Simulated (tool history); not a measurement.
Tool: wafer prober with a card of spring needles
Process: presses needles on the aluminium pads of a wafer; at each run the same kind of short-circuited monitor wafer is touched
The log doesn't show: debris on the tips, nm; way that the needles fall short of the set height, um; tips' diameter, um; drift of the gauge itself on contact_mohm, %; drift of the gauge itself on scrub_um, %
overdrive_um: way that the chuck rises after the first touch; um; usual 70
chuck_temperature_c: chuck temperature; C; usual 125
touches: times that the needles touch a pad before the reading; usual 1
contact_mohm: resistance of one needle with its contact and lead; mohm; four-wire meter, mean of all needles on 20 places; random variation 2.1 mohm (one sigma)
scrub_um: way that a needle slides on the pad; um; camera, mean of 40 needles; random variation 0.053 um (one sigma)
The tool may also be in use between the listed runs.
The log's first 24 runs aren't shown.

run,day,overdrive_um,chuck_temperature_c,touches,touches since the tips were cleaned,cleanings since the card got new needles,touches since the first contact's height was set,contact_mohm,scrub_um
25,6.467,70,91,1,5026,34,18217,224,17.18
# day 6.554: tips cleaned on abrasive film
26,6.646,70,91,1,1330,35,20749,222,17.26
# day 6.992: tips cleaned on abrasive film
27,7.021,70,50,1,410,36,26141,210,17.37
28,7.204,51,125,1,3072,36,28803,229,12.64
# day 7.417: tips cleaned on abrasive film
29,7.425,51,125,1,74,37,31897,234,12.51
30,7.638,52,50,2,3157,37,34980,215,12.86
# day 7.858: tips cleaned on abrasive film
31,7.912,70,125,2,767,38,38894,227,17.37
32,8.175,83,98,3,4586,38,42713,220,20.51
# day 8.283: tips cleaned on abrasive film
33,8.575,83,98,2,4188,39,48417,217,20.65

Forecast each of these 3 alternatives for the next run:
# day 8.725: tips cleaned on abrasive film
A,8.829,78,94,2,1516,40,52045,?,?
# day 8.725: tips cleaned on abrasive film
B,8.829,64,51,1,1516,40,52045,?,?
# day 8.725: tips cleaned on abrasive film
C,8.829,73,33,1,1516,40,52045,?,?

run,contact_mohm,scrub_um
A,216,19.35
B,207,15.90
C,204,18.09
Without the tool's hidden state the same runs would have given:
run,contact_mohm,scrub_um
A,216,18.96
B,207,15.57
C,204,17.72
